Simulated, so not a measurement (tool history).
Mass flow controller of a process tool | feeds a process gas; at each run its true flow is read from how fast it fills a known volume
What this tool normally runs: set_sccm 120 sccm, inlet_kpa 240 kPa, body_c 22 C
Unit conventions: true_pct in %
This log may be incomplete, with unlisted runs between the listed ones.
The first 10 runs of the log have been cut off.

Run 11, hour 1059.8: usual settings but inlet_kpa 146 kPa. Result: true_pct 99.14 %.
Run 12, hour 1157.6: usual settings but inlet_kpa 146 kPa. Result: true_pct 99.19 %.
Run 13, hour 1289.8: usual settings but inlet_kpa 146 kPa. Result: true_pct 99.29 %.
Run 14, hour 1438.0: usual settings but inlet_kpa 146 kPa. Result: true_pct 99.26 %.
Run 15, hour 1592.9: usual settings but inlet_kpa 146 kPa. Result: true_pct 99.25 %.
Run 16, hour 1703.3: usual settings but inlet_kpa 146 kPa. Result: true_pct 99.34 %.
Run 17, hour 1851.4: usual settings but inlet_kpa 146 kPa. Result: true_pct 99.32 %.
Run 18, hour 1998.8: usual settings but body_c 31 C. Result: true_pct 100.87 %.
Run 19, hour 2120.0: usual settings but set_sccm 20 sccm. Result: true_pct 99.11 %.
Run 20, hour 2190.2: usual settings but set_sccm 20 sccm. Result: true_pct 98.85 %.
Run 21, hour 2271.5: usual settings but set_sccm 20 sccm, body_c 27 C. Result: true_pct 99.56 %.
Run 22, hour 2424.7: usual settings but set_sccm 20 sccm, body_c 27 C. Result: true_pct 99.75 %.
Run 23, hour 2498.5: usual settings but set_sccm 20 sccm, body_c 27 C. Result: true_pct 99.74 %.
Run 24, hour 2612.9: usual settings but set_sccm 20 sccm, body_c 27 C. Result: true_pct 99.69 %.
Run 25, hour 2679.5: usual settings but set_sccm 20 sccm, body_c 27 C. Result: true_pct 99.75 %.

Estimate the outcome of run 26 from the log above:
Run 26, hour 2815.2: usual settings but set_sccm 20 sccm, body_c 27 C. Result: true_pct ?.

Run 26 produced true_pct 99.82 %.
Minus the tool's unlogged condition, the same run would have read true_pct 98.66 %.

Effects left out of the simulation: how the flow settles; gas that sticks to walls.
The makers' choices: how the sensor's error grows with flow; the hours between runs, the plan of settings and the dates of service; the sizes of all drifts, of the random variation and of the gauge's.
